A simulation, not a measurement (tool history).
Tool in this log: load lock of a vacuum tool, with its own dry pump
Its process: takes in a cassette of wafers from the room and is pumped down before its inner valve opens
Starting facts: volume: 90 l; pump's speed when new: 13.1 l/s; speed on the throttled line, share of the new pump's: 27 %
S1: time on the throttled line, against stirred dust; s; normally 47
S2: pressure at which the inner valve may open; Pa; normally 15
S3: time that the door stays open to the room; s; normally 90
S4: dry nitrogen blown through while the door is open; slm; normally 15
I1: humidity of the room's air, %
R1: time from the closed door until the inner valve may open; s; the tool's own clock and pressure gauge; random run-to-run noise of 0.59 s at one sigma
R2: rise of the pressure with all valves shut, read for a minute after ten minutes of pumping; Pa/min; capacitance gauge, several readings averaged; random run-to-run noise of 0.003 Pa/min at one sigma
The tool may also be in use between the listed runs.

run 1 day=0 | S1=47 S2=15 S3=90 S4=15 | I1=46.2 | R1=99.2 R2=0.033
run 2 day=5.042 | S1=47 S2=15 S3=90 S4=15 | I1=41 | R1=98.7 R2=0.039
run 3 day=9 | S1=47 S2=15 S3=90 S4=15 | I1=45.1 | R1=99.3 R2=0.048
run 4 day=13.254 | S1=47 S2=15 S3=90 S4=15 | I1=44.4 | R1=98.4 R2=0.052
run 5 day=17.088 | S1=47 S2=15 S3=90 S4=15 | I1=44.5 | R1=98.7 R2=0.049
run 6 day=21.192 | S1=47 S2=15 S3=122 S4=15 | I1=42.8 | R1=98.8 R2=0.06
run 7 day=26.812 | S1=47 S2=15 S3=45 S4=15 | I1=45.1 | R1=100.3 R2=0.057
run 8 day=32.004 | S1=47 S2=15 S3=34 S4=15 | I1=45.2 | R1=100 R2=0.064
run 9 day=36.567 | S1=47 S2=15 S3=44 S4=15 | I1=49.7 | R1=99.4 R2=0.072
run 10 day=41.683 | S1=47 S2=15 S3=44 S4=15 | I1=46.5 | R1=99.9 R2=0.074
run 11 day=48.529 | S1=47 S2=15 S3=44 S4=15 | I1=48.2 | R1=100.3 R2=0.084
run 12 day=57.017 | S1=47 S2=15 S3=90 S4=15 | I1=43.7 | R1=100.6 R2=0.097
run 13 day=64.704 | S1=47 S2=15 S3=90 S4=15 | I1=45.9 | R1=99.7 R2=0.109
run 14 day=69.671 | S1=47 S2=15 S3=71 S4=15 | I1=43.9 | R1=100.2 R2=0.111
run 15 day=78.112 | S1=47 S2=26 S3=90 S4=15 | I1=45.6 | R1=95.4 R2=0.132
run 16 day=82.975 | S1=47 S2=22 S3=90 S4=28 | I1=43.9 | R1=97.8 R2=0.132
run 17 day=91.025 | S1=47 S2=15 S3=40 S4=15 | I1=44.2 | R1=101.2 R2=0.152
run 18 day=95.188 | S1=47 S2=15 S3=40 S4=15 | I1=49.3 | R1=100 R2=0.156
run 19 day=99.158 | S1=47 S2=15 S3=40 S4=15 | I1=44.5 | R1=100 R2=0.164
run 20 day=105.175 | S1=47 S2=26 S3=90 S4=20 | I1=44.5 | R1=96 R2=0.181
run 21 day=112.067 | S1=25 S2=22 S3=90 S4=6 | I1=45.5 | R1=82.3 R2=0.213
run 22 day=118.612 | S1=39 S2=20 S3=161 S4=5 | I1=48.7 | R1=93.7 R2=0.232
run 23 day=122.083 | S1=39 S2=20 S3=161 S4=5 | I1=44 | R1=92.6 R2=0.232
run 24 day=128.458 | S1=46 S2=15 S3=90 S4=33 | I1=45.8 | R1=99.3 R2=0.228
run 25 day=135.988 | S1=46 S2=15 S3=90 S4=33 | I1=43.7 | R1=100.3 R2=0.24
run 26 day=142.212 | S1=46 S2=20 S3=90 S4=33 | I1=49.2 | R1=98.2 R2=0.272
run 27 day=150.208 | S1=46 S2=20 S3=90 S4=33 | I1=46.7 | R1=98.2 R2=0.284
run 28 day=154.746 | S1=47 S2=13 S3=90 S4=20 | I1=41.4 | R1=101.9 R2=0.294
run 29 day=160.688 | S1=58 S2=13 S3=90 S4=23 | I1=42.4 | R1=109.4 R2=0.308

3 options for the next run, each taken on its own from the tool as it stands now. Forecast them:
run A day=165.867 | S1=83 S2=15 S3=40 S4=15 | I1=45.6 | R1=? R2=?
run B day=165.867 | S1=74 S2=15 S3=79 S4=15 | I1=43.3 | R1=? R2=?
run C day=165.867 | S1=34 S2=28 S3=90 S4=15 | I1=47.1 | R1=? R2=?

run=A R1=126 R2=0.33
run=B R1=120.5 R2=0.324
run=C R1=88.1 R2=0.33
The same runs, with their run-to-run variation unchanged, on a tool lacking any hidden condition would have given:
run=A R1=121.4 R2=0.026
run=B R1=115.6 R2=0.023
run=C R1=82.4 R2=0.028

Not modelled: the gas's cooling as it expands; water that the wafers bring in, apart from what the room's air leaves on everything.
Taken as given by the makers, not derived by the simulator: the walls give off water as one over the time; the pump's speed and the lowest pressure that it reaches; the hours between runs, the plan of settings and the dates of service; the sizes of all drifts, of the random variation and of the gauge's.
